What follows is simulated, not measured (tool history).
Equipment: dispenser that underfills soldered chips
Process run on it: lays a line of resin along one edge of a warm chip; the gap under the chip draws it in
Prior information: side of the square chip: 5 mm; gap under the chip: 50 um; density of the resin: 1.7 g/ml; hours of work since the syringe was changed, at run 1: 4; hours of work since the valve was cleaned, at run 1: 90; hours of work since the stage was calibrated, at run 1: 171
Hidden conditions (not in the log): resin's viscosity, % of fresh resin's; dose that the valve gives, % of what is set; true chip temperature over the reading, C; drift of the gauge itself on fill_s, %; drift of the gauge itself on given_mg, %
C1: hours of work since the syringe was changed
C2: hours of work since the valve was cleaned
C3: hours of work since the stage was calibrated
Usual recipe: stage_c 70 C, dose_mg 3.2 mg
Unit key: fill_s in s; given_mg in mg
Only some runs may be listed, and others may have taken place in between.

{"run": 1, "day": 0.0, "stage_c": 70, "dose_mg": 3.2, "C1": 4, "C2": 90, "C3": 171, "fill_s": 48, "given_mg": 3.07}
{"day": 0.083, "done": "new syringe of resin"}
{"run": 2, "day": 0.383, "stage_c": 70, "dose_mg": 3.2, "C1": 5, "C2": 96, "C3": 177, "fill_s": 47.9, "given_mg": 3}
{"day": 0.425, "done": "new syringe of resin"}
{"day": 0.746, "done": "new syringe of resin"}
{"run": 3, "day": 0.871, "stage_c": 70, "dose_mg": 3.2, "C1": 2, "C2": 103, "C3": 184, "fill_s": 43.7, "given_mg": 3.06}
{"day": 1.088, "done": "new syringe of resin"}
{"run": 4, "day": 1.217, "stage_c": 70, "dose_mg": 4.1, "C1": 2, "C2": 109, "C3": 190, "fill_s": 42.2, "given_mg": 3.91}
{"day": 1.442, "done": "new syringe of resin"}
{"run": 5, "day": 1.667, "stage_c": 70, "dose_mg": 4.1, "C1": 4, "C2": 116, "C3": 197, "fill_s": 45, "given_mg": 3.92}
{"day": 1.779, "done": "new syringe of resin"}
{"day": 2.133, "done": "new syringe of resin"}
{"day": 2.175, "done": "dispensing valve cleaned and set on the balance"}
{"run": 6, "day": 2.271, "stage_c": 70, "dose_mg": 2.78, "C1": 2, "C2": 2, "C3": 206, "fill_s": 42.8, "given_mg": 2.81}
{"day": 2.504, "done": "new syringe of resin"}
{"day": 2.846, "done": "new syringe of resin"}
{"run": 7, "day": 2.892, "stage_c": 58, "dose_mg": 2.78, "C1": 1, "C2": 11, "C3": 215, "fill_s": 78, "given_mg": 2.78}
{"day": 3.171, "done": "new syringe of resin"}
{"run": 8, "day": 3.196, "stage_c": 58, "dose_mg": 2.78, "C1": 0, "C2": 16, "C3": 220, "fill_s": 77.3, "given_mg": 2.78}
{"day": 3.508, "done": "new syringe of resin"}
{"run": 9, "day": 3.667, "stage_c": 57, "dose_mg": 2.78, "C1": 3, "C2": 24, "C3": 228, "fill_s": 89.5, "given_mg": 2.75}
{"day": 3.85, "done": "new syringe of resin"}
{"run": 10, "day": 4.0, "stage_c": 61, "dose_mg": 3.2, "C1": 2, "C2": 29, "C3": 233, "fill_s": 68.1, "given_mg": 3.14}
{"day": 4.208, "done": "new syringe of resin"}
{"day": 4.554, "done": "new syringe of resin"}
{"run": 11, "day": 4.588, "stage_c": 61, "dose_mg": 3.2, "C1": 1, "C2": 38, "C3": 242, "fill_s": 64.6, "given_mg": 3.11}
{"run": 12, "day": 4.854, "stage_c": 61, "dose_mg": 3.2, "C1": 5, "C2": 42, "C3": 246, "fill_s": 79, "given_mg": 3.15}
{"day": 4.908, "done": "new syringe of resin"}
{"run": 13, "day": 5.212, "stage_c": 61, "dose_mg": 3.2, "C1": 5, "C2": 48, "C3": 252, "fill_s": 76.6, "given_mg": 3.1}
{"day": 5.275, "done": "new syringe of resin"}
{"day": 5.629, "done": "new syringe of resin"}
{"run": 14, "day": 5.829, "stage_c": 61, "dose_mg": 3.2, "C1": 3, "C2": 58, "C3": 262, "fill_s": 73.6, "given_mg": 3.12}
{"day": 5.996, "done": "new syringe of resin"}
{"run": 15, "day": 6.225, "stage_c": 69, "dose_mg": 3.2, "C1": 4, "C2": 64, "C3": 268, "fill_s": 50, "given_mg": 3.11}
{"day": 6.338, "done": "new syringe of resin"}
{"day": 6.696, "done": "new syringe of resin"}
{"run": 16, "day": 6.708, "stage_c": 70, "dose_mg": 3.2, "C1": 0, "C2": 71, "C3": 275, "fill_s": 40.7, "given_mg": 3.07}
{"day": 7.054, "done": "new syringe of resin"}
{"run": 17, "day": 7.067, "stage_c": 64, "dose_mg": 2.7, "C1": 0, "C2": 77, "C3": 281, "fill_s": 58.1, "given_mg": 2.62}
{"day": 7.429, "done": "new syringe of resin"}
{"run": 18, "day": 7.458, "stage_c": 64, "dose_mg": 2.7, "C1": 0, "C2": 83, "C3": 287, "fill_s": 57, "given_mg": 2.61}
{"day": 7.779, "done": "new syringe of resin"}
{"run": 19, "day": 7.971, "stage_c": 67, "dose_mg": 3.36, "C1": 3, "C2": 91, "C3": 295, "fill_s": 52.8, "given_mg": 3.26}
{"day": 8.1, "done": "new syringe of resin"}
{"run": 20, "day": 8.383, "stage_c": 70, "dose_mg": 2.8, "C1": 5, "C2": 98, "C3": 302, "fill_s": 50.7, "given_mg": 2.68}
{"day": 8.446, "done": "new syringe of resin"}
{"day": 8.779, "done": "new syringe of resin"}
{"run": 21, "day": 8.983, "stage_c": 70, "dose_mg": 4.01, "C1": 3, "C2": 107, "C3": 311, "fill_s": 45.5, "given_mg": 3.81}
{"day": 9.125, "done": "new syringe of resin"}
{"run": 22, "day": 9.379, "stage_c": 76, "dose_mg": 2.95, "C1": 4, "C2": 113, "C3": 317, "fill_s": 37.9, "given_mg": 2.78}
{"day": 9.475, "done": "new syringe of resin"}
{"day": 9.804, "done": "new syringe of resin"}
{"run": 23, "day": 9.933, "stage_c": 81, "dose_mg": 3.45, "C1": 2, "C2": 122, "C3": 326, "fill_s": 25.8, "given_mg": 3.22}
{"day": 10.021, "done": "dispensing valve cleaned and set on the balance"}
{"day": 10.179, "done": "new syringe of resin"}
{"run": 24, "day": 10.242, "stage_c": 75, "dose_mg": 3.56, "C1": 1, "C2": 3, "C3": 330, "fill_s": 33.4, "given_mg": 3.59}
{"day": 10.512, "done": "new syringe of resin"}
{"run": 25, "day": 10.512, "stage_c": 74, "dose_mg": 3.93, "C1": 0, "C2": 8, "C3": 334, "fill_s": 33, "given_mg": 3.9}
{"day": 10.846, "done": "new syringe of resin"}
{"run": 26, "day": 10.933, "stage_c": 74, "dose_mg": 3.16, "C1": 1, "C2": 14, "C3": 341, "fill_s": 34.9, "given_mg": 3.16}
{"day": 11.188, "done": "new syringe of resin"}
{"run": 27, "day": 11.254, "stage_c": 74, "dose_mg": 3.16, "C1": 1, "C2": 19, "C3": 346, "fill_s": 34.8, "given_mg": 3.13}
{"day": 11.521, "done": "new syringe of resin"}
{"run": 28, "day": 11.583, "stage_c": 59, "dose_mg": 3.68, "C1": 1, "C2": 24, "C3": 351, "fill_s": 71.7, "given_mg": 3.63}
{"run": 29, "day": 11.825, "stage_c": 59, "dose_mg": 3.04, "C1": 5, "C2": 28, "C3": 355, "fill_s": 88.3, "given_mg": 3}
{"day": 11.862, "done": "new syringe of resin"}
{"run": 30, "day": 12.146, "stage_c": 70, "dose_mg": 3.29, "C1": 5, "C2": 33, "C3": 360, "fill_s": 50.5, "given_mg": 3.28}
{"day": 12.2, "done": "new syringe of resin"}
{"day": 12.533, "done": "new syringe of resin"}
{"run": 31, "day": 12.675, "stage_c": 57, "dose_mg": 4, "C1": 2, "C2": 42, "C3": 368, "fill_s": 86, "given_mg": 3.93}
{"day": 12.875, "done": "new syringe of resin"}
{"run": 32, "day": 13.004, "stage_c": 57, "dose_mg": 4, "C1": 2, "C2": 47, "C3": 374, "fill_s": 87.8, "given_mg": 3.87}

Here are 5 independent what-if runs from the current tool condition. What would each one return?
{"day": 13.233, "done": "new syringe of resin"}
{"day": 13.575, "done": "new syringe of resin"}
{"run": "A", "day": 13.575, "stage_c": 79, "dose_mg": 2.83, "C1": 0, "C2": 56, "C3": 382, "fill_s": "?", "given_mg": "?"}
{"day": 13.233, "done": "new syringe of resin"}
{"day": 13.575, "done": "new syringe of resin"}
{"run": "B", "day": 13.575, "stage_c": 70, "dose_mg": 3.33, "C1": 0, "C2": 56, "C3": 382, "fill_s": "?", "given_mg": "?"}
{"day": 13.233, "done": "new syringe of resin"}
{"day": 13.575, "done": "new syringe of resin"}
{"run": "C", "day": 13.575, "stage_c": 74, "dose_mg": 3.37, "C1": 0, "C2": 56, "C3": 382, "fill_s": "?", "given_mg": "?"}
{"day": 13.233, "done": "new syringe of resin"}
{"day": 13.575, "done": "new syringe of resin"}
{"run": "D", "day": 13.575, "stage_c": 58, "dose_mg": 3.46, "C1": 0, "C2": 56, "C3": 382, "fill_s": "?", "given_mg": "?"}
{"day": 13.233, "done": "new syringe of resin"}
{"day": 13.575, "done": "new syringe of resin"}
{"run": "E", "day": 13.575, "stage_c": 68, "dose_mg": 3.2, "C1": 0, "C2": 56, "C3": 382, "fill_s": "?", "given_mg": "?"}

run=A fill_s=28.1 given_mg=2.71
run=B fill_s=41 given_mg=3.27
run=C fill_s=33.5 given_mg=3.26
run=D fill_s=75.7 given_mg=3.39
run=E fill_s=46.2 given_mg=3.12
Without the tool's hidden state the same runs would have given:
run=A fill_s=24.9 given_mg=2.79
run=B fill_s=36.3 given_mg=3.35
run=C fill_s=29.8 given_mg=3.35
run=D fill_s=66.5 given_mg=3.48
run=E fill_s=40.8 given_mg=3.2

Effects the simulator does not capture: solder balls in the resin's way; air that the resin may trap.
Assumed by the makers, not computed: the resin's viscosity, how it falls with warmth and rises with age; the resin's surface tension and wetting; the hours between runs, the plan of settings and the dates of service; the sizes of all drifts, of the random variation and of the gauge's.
